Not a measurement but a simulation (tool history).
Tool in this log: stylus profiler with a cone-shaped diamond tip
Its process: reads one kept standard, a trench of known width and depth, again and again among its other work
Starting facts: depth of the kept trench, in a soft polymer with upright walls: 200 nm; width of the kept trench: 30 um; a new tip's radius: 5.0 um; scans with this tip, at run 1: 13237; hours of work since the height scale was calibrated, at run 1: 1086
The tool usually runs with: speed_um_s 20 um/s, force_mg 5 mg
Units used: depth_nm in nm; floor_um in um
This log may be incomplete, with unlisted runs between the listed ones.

run,hour,speed_um_s,force_mg,scans with this tip,hours of work since the height scale was calibrated,depth_nm,floor_um
1,0,20,5,13237,1086,203.91,26.48
2,102.9,20,5,13829,1135,203.87,26.35
3,165.8,20,5,14191,1165,203.95,26.35
4,248.2,20,5,14665,1204,204.03,26.29
5,354,13,5,15274,1254,203.9,26.37
6,429.6,13,5,15709,1289,204.1,26.35
7,530.1,13,5,16287,1337,204,26.29
8,614.3,13,5,16772,1377,204.02,26.17
9,720.6,13,3.37,17384,1427,203.41,26.14
# hour 793.7: height scale calibrated on a step standard
10,804.5,13,3.37,17863,5,201.97,26.2
11,883.3,13,3.37,18317,42,202.25,26.15
12,977.1,20,10.84,18857,87,204.31,26.14
13,1076.1,10,5,19427,133,202.85,26.09
14,1158.9,8,2.89,19903,172,202.11,26.09
15,1234.4,69,6.26,20337,208,203.29,25.85
16,1314.2,65,7.68,20797,246,203.87,25.9
17,1396.4,20,8.19,21270,285,203.91,25.98
18,1511.6,28,4.58,21933,339,202.8,25.95
19,1597.3,21,8.81,22426,380,204.13,25.97
20,1672.5,21,8.81,22859,415,204.33,25.95
21,1742.2,5,10.27,23260,448,204.93,25.91
22,1852.4,12,14.97,23894,500,205.86,25.85

Forecast each of these 5 alternatives for the next run:
A,1914.2,13,6.78,24250,529,?,?
B,1914.2,12,4.85,24250,529,?,?
C,1914.2,51,2.55,24250,529,?,?
D,1914.2,31,1.93,24250,529,?,?
E,1914.2,10,6.82,24250,529,?,?

run,depth_nm,floor_um
A,203.76,25.86
B,203.25,25.87
C,202.34,25.68
D,202.06,25.68
E,203.75,25.91
Without the tool's hidden state the same runs would have given:
run,depth_nm,floor_um
A,203.18,27.15
B,202.67,27.16
C,201.77,26.97
D,201.48,26.97
E,203.17,27.2
